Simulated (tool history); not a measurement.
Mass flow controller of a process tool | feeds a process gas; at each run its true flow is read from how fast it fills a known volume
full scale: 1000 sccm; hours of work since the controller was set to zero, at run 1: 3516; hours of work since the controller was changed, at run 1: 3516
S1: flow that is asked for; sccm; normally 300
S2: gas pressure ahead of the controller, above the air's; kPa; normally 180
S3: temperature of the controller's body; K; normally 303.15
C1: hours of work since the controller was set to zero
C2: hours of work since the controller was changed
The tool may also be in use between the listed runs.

{"run": 1, "hour": 0.0, "S1": 300, "S2": 180, "S3": 303.15, "C1": 3516, "C2": 3516, "true flow (%)": 100.05}
{"run": 2, "hour": 196.9, "S1": 300, "S2": 180, "S3": 304.15, "C1": 3670, "C2": 3670, "true flow (%)": 100.08}
{"run": 3, "hour": 404.7, "S1": 300, "S2": 180, "S3": 304.15, "C1": 3833, "C2": 3833, "true flow (%)": 100.27}
{"run": 4, "hour": 585.2, "S1": 135, "S2": 180, "S3": 303.15, "C1": 3975, "C2": 3975, "true flow (%)": 98.7}
{"run": 5, "hour": 761.1, "S1": 135, "S2": 180, "S3": 296.15, "C1": 4112, "C2": 4112, "true flow (%)": 98.48}
{"run": 6, "hour": 912.2, "S1": 135, "S2": 180, "S3": 296.15, "C1": 4231, "C2": 4231, "true flow (%)": 98.67}
{"run": 7, "hour": 1099.8, "S1": 135, "S2": 172, "S3": 296.15, "C1": 4378, "C2": 4378, "true flow (%)": 98.59}
{"run": 8, "hour": 1219.7, "S1": 135, "S2": 246, "S3": 296.15, "C1": 4472, "C2": 4472, "true flow (%)": 99.09}
{"run": 9, "hour": 1474.6, "S1": 135, "S2": 246, "S3": 296.15, "C1": 4672, "C2": 4672, "true flow (%)": 99.13}
{"run": 10, "hour": 1714.2, "S1": 135, "S2": 246, "S3": 296.15, "C1": 4860, "C2": 4860, "true flow (%)": 99.06}
{"run": 11, "hour": 1941.0, "S1": 135, "S2": 246, "S3": 296.15, "C1": 5037, "C2": 5037, "true flow (%)": 99.14}
{"run": 12, "hour": 2223.4, "S1": 135, "S2": 246, "S3": 296.15, "C1": 5259, "C2": 5259, "true flow (%)": 99.29}
{"hour": 2277.4, "done": "controller exchanged for a calibrated one"}
{"run": 13, "hour": 2429.6, "S1": 300, "S2": 180, "S3": 303.15, "C1": 119, "C2": 119, "true flow (%)": 98.49}
{"run": 14, "hour": 2690.2, "S1": 300, "S2": 180, "S3": 303.15, "C1": 324, "C2": 324, "true flow (%)": 98.56}
{"run": 15, "hour": 2821.4, "S1": 300, "S2": 191, "S3": 303.15, "C1": 426, "C2": 426, "true flow (%)": 98.55}
{"run": 16, "hour": 2939.7, "S1": 300, "S2": 191, "S3": 303.15, "C1": 519, "C2": 519, "true flow (%)": 98.82}
{"run": 17, "hour": 3186.9, "S1": 300, "S2": 191, "S3": 303.15, "C1": 713, "C2": 713, "true flow (%)": 98.69}
{"run": 18, "hour": 3364.4, "S1": 300, "S2": 191, "S3": 303.15, "C1": 852, "C2": 852, "true flow (%)": 98.74}
{"run": 19, "hour": 3518.4, "S1": 300, "S2": 191, "S3": 303.15, "C1": 973, "C2": 973, "true flow (%)": 98.91}
{"run": 20, "hour": 3693.6, "S1": 300, "S2": 191, "S3": 303.15, "C1": 1110, "C2": 1110, "true flow (%)": 98.99}
{"run": 21, "hour": 3930.7, "S1": 300, "S2": 191, "S3": 297.15, "C1": 1296, "C2": 1296, "true flow (%)": 98.81}
{"run": 22, "hour": 4165.6, "S1": 300, "S2": 191, "S3": 297.15, "C1": 1480, "C2": 1480, "true flow (%)": 99.0}
{"run": 23, "hour": 4279.8, "S1": 300, "S2": 191, "S3": 297.15, "C1": 1570, "C2": 1570, "true flow (%)": 98.93}
{"run": 24, "hour": 4498.3, "S1": 300, "S2": 180, "S3": 303.15, "C1": 1741, "C2": 1741, "true flow (%)": 99.23}
{"run": 25, "hour": 4721.1, "S1": 761, "S2": 180, "S3": 303.15, "C1": 1915, "C2": 1915, "true flow (%)": 100.52}
{"run": 26, "hour": 4913.5, "S1": 300, "S2": 148, "S3": 303.15, "C1": 2066, "C2": 2066, "true flow (%)": 99.18}
{"run": 27, "hour": 5155.7, "S1": 316, "S2": 149, "S3": 300.15, "C1": 2256, "C2": 2256, "true flow (%)": 99.39}
{"run": 28, "hour": 5326.3, "S1": 316, "S2": 149, "S3": 300.15, "C1": 2390, "C2": 2390, "true flow (%)": 99.4}
{"run": 29, "hour": 5484.2, "S1": 300, "S2": 146, "S3": 297.15, "C1": 2514, "C2": 2514, "true flow (%)": 99.4}
{"hour": 5504.9, "done": "controller's zero set anew"}
{"run": 30, "hour": 5645.1, "S1": 322, "S2": 180, "S3": 306.15, "C1": 110, "C2": 2639, "true flow (%)": 99.44}
{"run": 31, "hour": 5862.0, "S1": 322, "S2": 180, "S3": 306.15, "C1": 280, "C2": 2809, "true flow (%)": 99.77}
{"run": 32, "hour": 6110.1, "S1": 322, "S2": 180, "S3": 306.15, "C1": 474, "C2": 3004, "true flow (%)": 99.73}
{"run": 33, "hour": 6375.5, "S1": 109, "S2": 247, "S3": 299.15, "C1": 682, "C2": 3212, "true flow (%)": 97.59}
{"run": 34, "hour": 6643.5, "S1": 365, "S2": 181, "S3": 311.15, "C1": 892, "C2": 3422, "true flow (%)": 100.19}
{"run": 35, "hour": 6775.2, "S1": 365, "S2": 181, "S3": 311.15, "C1": 996, "C2": 3525, "true flow (%)": 100.41}
{"run": 36, "hour": 6976.1, "S1": 365, "S2": 181, "S3": 311.15, "C1": 1153, "C2": 3683, "true flow (%)": 100.43}
{"hour": 7201.8, "done": "controller's zero set anew, once more"}
{"run": 37, "hour": 7243.1, "S1": 698, "S2": 180, "S3": 300.15, "C1": 32, "C2": 3891, "true flow (%)": 101.97}
{"run": 38, "hour": 7431.5, "S1": 698, "S2": 180, "S3": 300.15, "C1": 180, "C2": 4039, "true flow (%)": 102.04}
{"run": 39, "hour": 7646.4, "S1": 661, "S2": 156, "S3": 294.15, "C1": 349, "C2": 4208, "true flow (%)": 101.92}
{"run": 40, "hour": 7778.6, "S1": 901, "S2": 155, "S3": 303.15, "C1": 452, "C2": 4311, "true flow (%)": 102.63}
{"run": 41, "hour": 8002.0, "S1": 901, "S2": 155, "S3": 303.15, "C1": 627, "C2": 4486, "true flow (%)": 102.7}
{"run": 42, "hour": 8154.3, "S1": 901, "S2": 155, "S3": 303.15, "C1": 747, "C2": 4606, "true flow (%)": 102.8}
{"run": 43, "hour": 8426.0, "S1": 808, "S2": 180, "S3": 303.15, "C1": 960, "C2": 4819, "true flow (%)": 102.87}
{"run": 44, "hour": 8546.5, "S1": 300, "S2": 235, "S3": 303.15, "C1": 1054, "C2": 4913, "true flow (%)": 102.01}
{"run": 45, "hour": 8734.2, "S1": 300, "S2": 157, "S3": 295.15, "C1": 1201, "C2": 5060, "true flow (%)": 101.48}
{"run": 46, "hour": 8982.1, "S1": 300, "S2": 157, "S3": 295.15, "C1": 1395, "C2": 5255, "true flow (%)": 101.55}
{"hour": 9041.5, "done": "controller exchanged for a calibrated one"}
{"run": 47, "hour": 9208.2, "S1": 202, "S2": 162, "S3": 312.15, "C1": 131, "C2": 131, "true flow (%)": 98.29}

Some steps in true flow (%) between neighbouring runs. How much of each would the tool show without its hidden state too (settings, what came in, random variation), and how much is left for the hidden state, with any gauge scatter that isn't in both results?
The hidden state here: flow at rest that the sensor doesn't see, % of full scale; true flow over the shown one, %; drift of the gauge itself on true_pct, %.
Run 32 -> 33: S1 322 -> 109, S2 180 -> 247, S3 306.15 -> 299.15. true flow (%) -2.14: hidden state -2.02, all else -0.12.
Run 33 -> 34: S1 109 -> 365, S2 247 -> 181, S3 299.15 -> 311.15. true flow (%) +2.60: hidden state +2.38, all else +0.22.
Run 46 -> 47: S1 300 -> 202, S2 157 -> 162, S3 295.15 -> 312.15, controller exchanged for a calibrated one. true flow (%) -3.26: hidden state -3.53, all else +0.27.
